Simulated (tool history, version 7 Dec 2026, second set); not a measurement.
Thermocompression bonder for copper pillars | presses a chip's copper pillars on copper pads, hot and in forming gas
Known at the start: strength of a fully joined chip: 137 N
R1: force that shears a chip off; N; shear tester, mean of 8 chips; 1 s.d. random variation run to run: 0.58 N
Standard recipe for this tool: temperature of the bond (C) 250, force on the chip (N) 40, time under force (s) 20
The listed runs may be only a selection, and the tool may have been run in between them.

{"run": 1, "hour": 0.0, "temperature of the bond (C)": 250, "force on the chip (N)": 40, "time under force (s)": 20, "R1": 56.7}
{"hour": 10.9, "done": "forming gas filter changed"}
{"run": 2, "hour": 12.8, "temperature of the bond (C)": 250, "force on the chip (N)": 40, "time under force (s)": 20, "R1": 60.5}
{"run": 3, "hour": 19.7, "temperature of the bond (C)": 256, "force on the chip (N)": 40, "time under force (s)": 20, "R1": 65.8}
{"run": 4, "hour": 30.0, "temperature of the bond (C)": 251, "force on the chip (N)": 40, "time under force (s)": 20, "R1": 62.6}
{"run": 5, "hour": 44.0, "temperature of the bond (C)": 251, "force on the chip (N)": 40, "time under force (s)": 20, "R1": 61.3}
{"run": 6, "hour": 50.8, "temperature of the bond (C)": 251, "force on the chip (N)": 40, "time under force (s)": 20, "R1": 61}
{"run": 7, "hour": 60.0, "temperature of the bond (C)": 251, "force on the chip (N)": 40, "time under force (s)": 20, "R1": 61.4}
{"run": 8, "hour": 70.2, "temperature of the bond (C)": 241, "force on the chip (N)": 54, "time under force (s)": 57, "R1": 94.8}
{"run": 9, "hour": 76.2, "temperature of the bond (C)": 272, "force on the chip (N)": 31, "time under force (s)": 13, "R1": 55.4}
{"run": 10, "hour": 90.7, "temperature of the bond (C)": 272, "force on the chip (N)": 31, "time under force (s)": 13, "R1": 53.9}
{"run": 11, "hour": 101.8, "temperature of the bond (C)": 272, "force on the chip (N)": 31, "time under force (s)": 13, "R1": 54.3}
{"run": 12, "hour": 113.0, "temperature of the bond (C)": 250, "force on the chip (N)": 31, "time under force (s)": 13, "R1": 39.9}
{"run": 13, "hour": 127.1, "temperature of the bond (C)": 279, "force on the chip (N)": 40, "time under force (s)": 20, "R1": 84.8}
{"run": 14, "hour": 136.5, "temperature of the bond (C)": 279, "force on the chip (N)": 47, "time under force (s)": 16, "R1": 89.8}

Predict each of these 4 candidate next runs independently; none follows another, all start after run 14:
{"run": "A", "hour": 149.2, "temperature of the bond (C)": 279, "force on the chip (N)": 47, "time under force (s)": 17, "R1": "?"}
{"run": "B", "hour": 149.2, "temperature of the bond (C)": 257, "force on the chip (N)": 59, "time under force (s)": 29, "R1": "?"}
{"run": "C", "hour": 149.2, "temperature of the bond (C)": 250, "force on the chip (N)": 40, "time under force (s)": 16, "R1": "?"}
{"run": "D", "hour": 149.2, "temperature of the bond (C)": 240, "force on the chip (N)": 34, "time under force (s)": 13, "R1": "?"}

run=A R1=90.9
run=B R1=99
run=C R1=55.9
run=D R1=37.4
Stripped of hidden state, with their random variation kept, the same runs would have yielded:
run=A R1=90.1
run=B R1=98
run=C R1=54.7
run=D R1=36.4

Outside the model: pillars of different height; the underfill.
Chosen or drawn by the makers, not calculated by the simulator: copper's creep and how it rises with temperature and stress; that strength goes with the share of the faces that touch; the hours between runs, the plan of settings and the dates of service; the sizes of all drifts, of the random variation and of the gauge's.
